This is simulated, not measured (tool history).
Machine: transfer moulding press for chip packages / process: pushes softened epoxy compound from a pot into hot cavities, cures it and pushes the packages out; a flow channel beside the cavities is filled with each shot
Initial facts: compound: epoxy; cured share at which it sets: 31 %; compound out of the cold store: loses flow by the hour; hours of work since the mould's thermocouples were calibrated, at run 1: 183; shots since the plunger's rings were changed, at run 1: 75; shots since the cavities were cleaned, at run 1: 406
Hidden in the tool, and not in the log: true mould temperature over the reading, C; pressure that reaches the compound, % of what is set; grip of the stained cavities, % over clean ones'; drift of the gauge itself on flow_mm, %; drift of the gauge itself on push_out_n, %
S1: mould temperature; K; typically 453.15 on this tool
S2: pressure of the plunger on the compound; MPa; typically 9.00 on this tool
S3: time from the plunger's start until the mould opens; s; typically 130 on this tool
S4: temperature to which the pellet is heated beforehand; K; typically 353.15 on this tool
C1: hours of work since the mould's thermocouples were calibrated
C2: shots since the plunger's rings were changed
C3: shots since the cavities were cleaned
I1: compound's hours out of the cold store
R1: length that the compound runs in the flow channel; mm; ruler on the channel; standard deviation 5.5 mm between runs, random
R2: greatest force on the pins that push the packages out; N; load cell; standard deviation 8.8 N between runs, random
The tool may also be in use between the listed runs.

run	hour	S1	S2	S3	S4	C1	C2	C3	I1	R1	R2
1	0.0	453.15	9.00	130	353.15	183	75	406	29.3	802	548
2	16.0	453.15	9.00	130	353.15	190	176	507	41.2	782	578
3	26.1	453.15	9.00	114	353.15	194	241	572	29.1	804	648
4	41.3	459.15	9.00	114	353.15	200	337	668	33.3	792	594
5	51.8	459.15	9.00	114	353.15	204	404	735	31.2	794	615
# hour 57.8: cavities cleaned with cleaning compound and waxed
6	73.3	453.15	7.37	130	353.15	212	531	99	26.7	720	440
7	84.1	453.15	7.37	130	353.15	217	599	167	36.8	712	461
8	99.4	453.15	9.00	130	353.15	223	697	265	18.0	826	498
9	119.3	453.15	9.00	130	353.15	231	823	391	39.1	780	554
10	139.4	453.15	6.99	130	353.15	239	951	519	36.5	694	566
11	158.9	453.15	6.99	130	353.15	247	1075	643	39.9	686	582
# hour 179.0: cavities cleaned with cleaning compound and waxed
12	182.0	453.15	6.99	130	353.15	255	1212	19	24.9	700	402
13	197.9	446.15	9.00	130	353.15	262	1313	120	44.1	779	528
14	213.0	452.15	7.23	130	345.15	268	1409	216	13.2	737	513
15	234.4	455.15	7.90	141	359.15	277	1545	352	21.0	756	511
16	254.2	453.15	8.13	141	353.15	285	1670	477	34.2	739	559
17	271.5	453.15	6.85	157	353.15	292	1781	588	46.1	657	575
18	283.9	453.15	6.85	166	353.15	297	1859	666	12.2	706	582
19	295.0	453.15	9.72	137	353.15	301	1930	737	23.9	818	610
# hour 300.6: cavities cleaned with cleaning compound and waxed
20	313.5	453.15	9.00	130	351.15	308	2038	82	45.9	752	420
21	331.7	453.15	10.30	130	358.15	315	2153	197	18.7	853	458
22	347.9	453.15	10.30	130	358.15	322	2257	301	10.9	855	509
23	363.4	453.15	10.96	130	358.15	328	2355	399	44.2	829	553
24	376.4	453.15	10.96	130	358.15	333	2438	482	15.9	873	562
25	392.8	453.15	10.96	130	358.15	340	2542	586	8.7	889	581

Branching from run 25: 3 alternative next runs. What would each branch give?
A	408.6	452.15	9.00	129	362.15	346	2642	686	37.5	?	?
B	408.6	453.15	8.35	130	358.15	346	2642	686	37.5	?	?
C	408.6	454.15	10.96	130	358.15	346	2642	686	36.2	?	?

run	R1	R2
A	755	608
B	729	603
C	842	589
Without the tool's hidden state the same runs would have given:
run	R1	R2
A	798	386
B	770	384
C	888	377
